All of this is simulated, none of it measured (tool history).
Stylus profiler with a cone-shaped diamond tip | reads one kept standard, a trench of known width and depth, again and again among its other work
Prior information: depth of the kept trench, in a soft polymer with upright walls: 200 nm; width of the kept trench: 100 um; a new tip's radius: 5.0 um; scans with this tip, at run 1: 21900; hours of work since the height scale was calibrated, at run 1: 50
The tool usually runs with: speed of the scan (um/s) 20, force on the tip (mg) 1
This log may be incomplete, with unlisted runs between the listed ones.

run,day,speed of the scan (um/s),force on the tip (mg),scans with this tip,hours of work since the height scale was calibrated,depth of the trench (nm),width of the trench's floor (um)
1,0,20,1,21900,50,201.29,96.23
2,2.246,20,1,22448,86,201.26,96.13
# day 4.546: new tip fitted, height scale calibrated
3,5.071,20,1,128,9,201.14,97
4,8.383,20,1,936,62,201.23,96.99
5,10.062,20,1,1345,90,201.24,96.94
6,13.167,20,1,2102,140,201.2,96.88
7,14.608,20,1,2454,164,201.19,96.96
8,17.717,20,0.34,3212,214,200.65,96.81
9,20.458,20,1,3880,259,201.24,96.86
10,22.404,20,1,4354,291,201.24,96.86
11,24.496,17,1,4865,325,201.27,96.78
12,27.742,20,1,5656,378,201.3,96.77
13,30.471,43,2.3,6321,422,202.2,96.72
# day 30.808: height scale calibrated on a step standard
14,32.833,50,0.4,6892,33,200.8,96.36
15,35.817,50,0.4,7619,82,200.75,96.3
# day 36.925: height scale calibrated on a step standard, once more
16,38.092,50,0.4,8169,19,200.64,96.26
17,40.421,44,0.37,8737,57,200.69,96.27
18,43.2,44,0.37,9415,102,200.65,96.25
19,45.988,10,0.66,10094,148,200.96,96.66
20,48.529,26,0.68,10714,189,200.98,96.53
21,51.329,26,0.68,11397,235,201.01,96.46
22,53.396,26,0.68,11900,268,200.96,96.45
23,55.708,26,0.68,12465,306,201.07,96.45
24,58.521,26,0.68,13151,352,201,96.44

Forecast each of these 4 alternatives for the next run:
A,61.933,38,0.67,13983,407,?,?
B,61.933,13,1.12,13983,407,?,?
C,61.933,28,0.68,13983,407,?,?
D,61.933,9,0.38,13983,407,?,?

run,depth of the trench (nm),width of the trench's floor (um)
A,201.07,96.27
B,201.45,96.52
C,201.06,96.29
D,200.74,96.48
Without the tool's unlogged condition, the same runs would have read:
run,depth of the trench (nm),width of the trench's floor (um)
A,200.92,96.87
B,201.3,97.11
C,200.91,96.89
D,200.59,97.07

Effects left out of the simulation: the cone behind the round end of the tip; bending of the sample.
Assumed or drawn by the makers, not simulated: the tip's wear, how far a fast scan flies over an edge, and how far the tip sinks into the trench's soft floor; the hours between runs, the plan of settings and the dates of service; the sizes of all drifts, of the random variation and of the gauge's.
